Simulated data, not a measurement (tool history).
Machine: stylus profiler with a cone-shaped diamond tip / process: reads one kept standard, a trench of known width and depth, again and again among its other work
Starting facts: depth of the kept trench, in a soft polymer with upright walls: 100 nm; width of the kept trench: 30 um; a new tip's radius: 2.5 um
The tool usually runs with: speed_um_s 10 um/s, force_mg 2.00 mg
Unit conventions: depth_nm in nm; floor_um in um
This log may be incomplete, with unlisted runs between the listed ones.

run,hour,speed_um_s,force_mg,depth_nm,floor_um
1,0.0,10,2.00,101.20,28.41
2,15.5,10,2.00,101.20,28.44
3,35.7,10,2.00,101.20,28.43
4,59.1,3,2.00,101.22,28.51
5,88.1,3,2.00,101.28,28.51
6,110.4,10,2.00,101.20,28.44
7,125.6,10,2.00,101.26,28.47
8,151.1,10,2.00,101.17,28.50
9,177.8,10,2.00,101.13,28.42
10,204.2,18,2.00,101.22,28.39
11,221.8,10,2.00,101.25,28.42
# hour 224.0: height scale calibrated on a step standard
12,237.7,10,2.00,101.44,28.41
13,270.4,10,2.00,101.42,28.34
# hour 288.0: height scale calibrated on a step standard, once more
14,305.7,10,2.00,100.91,28.45
15,321.4,4,1.70,100.78,28.42
16,341.7,7,1.70,100.86,28.44
17,366.7,2,1.34,100.70,28.42
18,388.9,6,3.67,101.35,28.44
19,420.8,11,4.31,101.71,28.45
20,438.2,11,4.31,101.60,28.44
21,469.1,11,4.43,101.65,28.42
22,501.3,11,4.43,101.60,28.37
23,535.6,9,1.17,100.69,28.35
24,571.4,8,2.00,101.04,28.41
25,594.5,4,2.73,101.03,28.37
26,620.7,9,2.00,101.12,28.40
27,654.9,9,2.00,100.96,28.38
28,673.3,7,2.48,101.18,28.36

A few steps of depth_nm between consecutive runs. Split each: what settings, incoming material and random variation would produce without the hidden state, and what is left over for the hidden state, along with gauge scatter present in only one of the two compared results (measured, and without hidden state):
Unlogged tool condition in this case: radius of the tip, um; height scale over the true one, %; drift of the gauge itself on depth_nm, %; drift of the gauge itself on floor_um, %.
Run 11 -> 12: height scale calibrated on a step standard. depth_nm +0.19 nm: hidden state +0.08, all else +0.11.
Run 13 -> 14: height scale calibrated on a step standard, once more. depth_nm -0.51 nm: hidden state -0.42, all else -0.09.
Run 17 -> 18: speed_um_s 2 -> 6, force_mg 1.34 -> 3.67. depth_nm +0.65 nm: hidden state +0.01, all else +0.64.
Run 22 -> 23: speed_um_s 11 -> 9, force_mg 4.43 -> 1.17. depth_nm -0.91 nm: hidden state +0.01, all else -0.92.
